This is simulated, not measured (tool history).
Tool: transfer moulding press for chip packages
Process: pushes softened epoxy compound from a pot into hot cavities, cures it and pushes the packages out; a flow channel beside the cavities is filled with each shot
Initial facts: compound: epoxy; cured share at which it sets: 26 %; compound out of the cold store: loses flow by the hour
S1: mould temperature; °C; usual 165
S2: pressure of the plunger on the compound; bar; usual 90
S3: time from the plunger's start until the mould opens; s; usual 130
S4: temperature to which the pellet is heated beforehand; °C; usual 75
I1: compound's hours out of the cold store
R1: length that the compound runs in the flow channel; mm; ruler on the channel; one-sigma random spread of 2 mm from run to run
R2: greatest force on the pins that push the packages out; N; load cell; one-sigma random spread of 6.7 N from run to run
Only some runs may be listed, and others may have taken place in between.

run 1 hour=0 | S1=165 S2=90 S3=130 S4=75 | I1=23.8 | R1=775 R2=579
-- hour=6.5 cavities cleaned with cleaning compound and waxed
run 2 hour=19.1 | S1=165 S2=90 S3=130 S4=75 | I1=29.8 | R1=760 R2=756
run 3 hour=59.8 | S1=163 S2=90 S3=130 S4=75 | I1=28.8 | R1=765 R2=808
run 4 hour=76.7 | S1=165 S2=90 S3=130 S4=69 | I1=41.4 | R1=728 R2=699
-- hour=92.4 cavities cleaned with cleaning compound and waxed
run 5 hour=99 | S1=165 S2=90 S3=130 S4=69 | I1=23.9 | R1=774 R2=321
run 6 hour=132 | S1=165 S2=90 S3=130 S4=69 | I1=30.3 | R1=755 R2=455
run 7 hour=148.5 | S1=165 S2=90 S3=130 S4=69 | I1=13.4 | R1=798 R2=518
-- hour=179.6 cavities cleaned with cleaning compound and waxed
run 8 hour=180.7 | S1=165 S2=95.3 S3=130 S4=69 | I1=40.1 | R1=749 R2=294
run 9 hour=216.7 | S1=165 S2=90 S3=130 S4=75 | I1=34.7 | R1=736 R2=453
-- hour=240.7 cavities cleaned with cleaning compound and waxed, once more
run 10 hour=251.4 | S1=165 S2=90 S3=130 S4=75 | I1=34.7 | R1=740 R2=349
run 11 hour=279.3 | S1=165 S2=90 S3=130 S4=69 | I1=38.9 | R1=727 R2=451
run 12 hour=310.2 | S1=165 S2=90 S3=130 S4=75 | I1=41.3 | R1=719 R2=531
-- hour=327.3 cavities cleaned with cleaning compound and waxed
run 13 hour=329.2 | S1=165 S2=90 S3=130 S4=75 | I1=13.5 | R1=794 R2=316
run 14 hour=349.6 | S1=165 S2=90 S3=130 S4=75 | I1=45 | R1=708 R2=415
-- hour=374.6 plunger's sealing rings changed
run 15 hour=388.6 | S1=157 S2=99.3 S3=169 S4=75 | I1=33.5 | R1=832 R2=544
run 16 hour=408.7 | S1=165 S2=90 S3=143 S4=75 | I1=16.2 | R1=821 R2=493
-- hour=415.8 cavities cleaned with cleaning compound and waxed
run 17 hour=435.4 | S1=171 S2=70.7 S3=162 S4=66 | I1=38.1 | R1=663 R2=314
run 18 hour=451.8 | S1=161 S2=99.3 S3=162 S4=66 | I1=44.7 | R1=788 R2=403
run 19 hour=486.9 | S1=166 S2=99 S3=114 S4=73 | I1=40 | R1=780 R2=651
-- hour=501.6 cavities cleaned with cleaning compound and waxed
run 20 hour=517.3 | S1=165 S2=90 S3=130 S4=82 | I1=16.3 | R1=811 R2=369
run 21 hour=534.9 | S1=165 S2=90 S3=144 S4=72 | I1=36.4 | R1=757 R2=375
run 22 hour=574.2 | S1=164 S2=77.1 S3=164 S4=67 | I1=16.4 | R1=754 R2=445
-- hour=586.3 cavities cleaned with cleaning compound and waxed
run 23 hour=603.3 | S1=164 S2=74.1 S3=119 S4=67 | I1=41.9 | R1=674 R2=518
run 24 hour=619.7 | S1=164 S2=97.9 S3=114 S4=67 | I1=40.7 | R1=780 R2=634
run 25 hour=656.5 | S1=173 S2=90 S3=119 S4=75 | I1=46.5 | R1=708 R2=439
-- hour=672.9 cavities cleaned with cleaning compound and waxed
run 26 hour=684.7 | S1=173 S2=90 S3=119 S4=75 | I1=38.9 | R1=726 R2=284
run 27 hour=725.7 | S1=166 S2=90 S3=130 S4=83 | I1=22.4 | R1=784 R2=485

Forecast each of these 5 alternatives for the next run:
-- hour=758 cavities cleaned with cleaning compound and waxed
run A hour=758 | S1=165 S2=90 S3=164 S4=75 | I1=15.8 | R1=? R2=?
-- hour=758 cavities cleaned with cleaning compound and waxed
run B hour=758 | S1=166 S2=92.8 S3=130 S4=69 | I1=19 | R1=? R2=?
-- hour=758 cavities cleaned with cleaning compound and waxed
run C hour=758 | S1=165 S2=90 S3=154 S4=67 | I1=11.7 | R1=? R2=?
-- hour=758 cavities cleaned with cleaning compound and waxed
run D hour=758 | S1=169 S2=90 S3=130 S4=75 | I1=47.8 | R1=? R2=?
-- hour=758 cavities cleaned with cleaning compound and waxed
run E hour=758 | S1=168 S2=90 S3=130 S4=83 | I1=41.5 | R1=? R2=?

run=A R1=806 R2=224
run=B R1=806 R2=282
run=C R1=817 R2=241
run=D R1=709 R2=246
run=E R1=727 R2=236
With the hidden condition removed and each run's random variation left untouched, the same runs would have given:
run=A R1=819 R2=218
run=B R1=820 R2=262
run=C R1=831 R2=232
run=D R1=721 R2=238
run=E R1=739 R2=226

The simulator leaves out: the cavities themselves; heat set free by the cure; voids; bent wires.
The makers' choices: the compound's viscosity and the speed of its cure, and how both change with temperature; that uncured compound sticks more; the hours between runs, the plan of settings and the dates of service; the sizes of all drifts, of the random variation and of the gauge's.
